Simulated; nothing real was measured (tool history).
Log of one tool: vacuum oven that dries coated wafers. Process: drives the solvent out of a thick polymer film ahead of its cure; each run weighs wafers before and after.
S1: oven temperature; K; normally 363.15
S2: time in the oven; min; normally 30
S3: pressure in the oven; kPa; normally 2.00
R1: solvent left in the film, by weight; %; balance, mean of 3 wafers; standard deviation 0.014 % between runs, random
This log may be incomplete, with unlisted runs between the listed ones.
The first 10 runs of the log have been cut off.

| run | hour | S1 | S2 | S3 | R1 |
|---|---|---|---|---|---|
| 11 | 257.5 | 363.15 | 30 | 2.00 | 1.83 |
| 12 | 282.2 | 363.15 | 30 | 1.98 | 1.82 |
| 13 | 301.6 | 363.15 | 40 | 1.98 | 1.21 |
| 14 | 332.9 | 363.15 | 30 | 2.00 | 1.80 |
| 15 | 348.6 | 363.15 | 30 | 2.00 | 1.83 |
| 16 | 380.5 | 375.15 | 30 | 2.00 | 0.77 |
| 17 | 409.6 | 375.15 | 30 | 2.00 | 0.75 |
| 18 | 437.9 | 375.15 | 30 | 2.00 | 0.75 |
| 19 | 466.1 | 375.15 | 30 | 2.00 | 0.74 |
| 20 | 489.4 | 375.15 | 30 | 2.00 | 0.75 |
| 21 | 513.6 | 375.15 | 30 | 2.00 | 0.77 |
|  | 540.4 | oven's thermocouples calibrated |
| 22 | 544.9 | 375.15 | 30 | 2.00 | 0.76 |
| 23 | 562.9 | 352.15 | 16 | 1.11 | 5.57 |
| 24 | 589.0 | 363.15 | 18 | 2.00 | 3.48 |
| 25 | 619.8 | 363.15 | 18 | 3.27 | 3.75 |
|  | 624.1 | vacuum gauge cleaned of residue and calibrated |
| 26 | 644.4 | 363.15 | 18 | 5.85 | 4.39 |
| 27 | 660.6 | 354.15 | 18 | 5.03 | 5.88 |
| 28 | 690.6 | 358.15 | 16 | 2.48 | 4.88 |

Estimate the outcome of run 29 from the log above:
| 29 | 718.8 | 358.15 | 16 | 2.48 | ? |

{"run 29": {"R1": 4.93}}
Without the tool's hidden state the same run would have given R1 4.90 %.
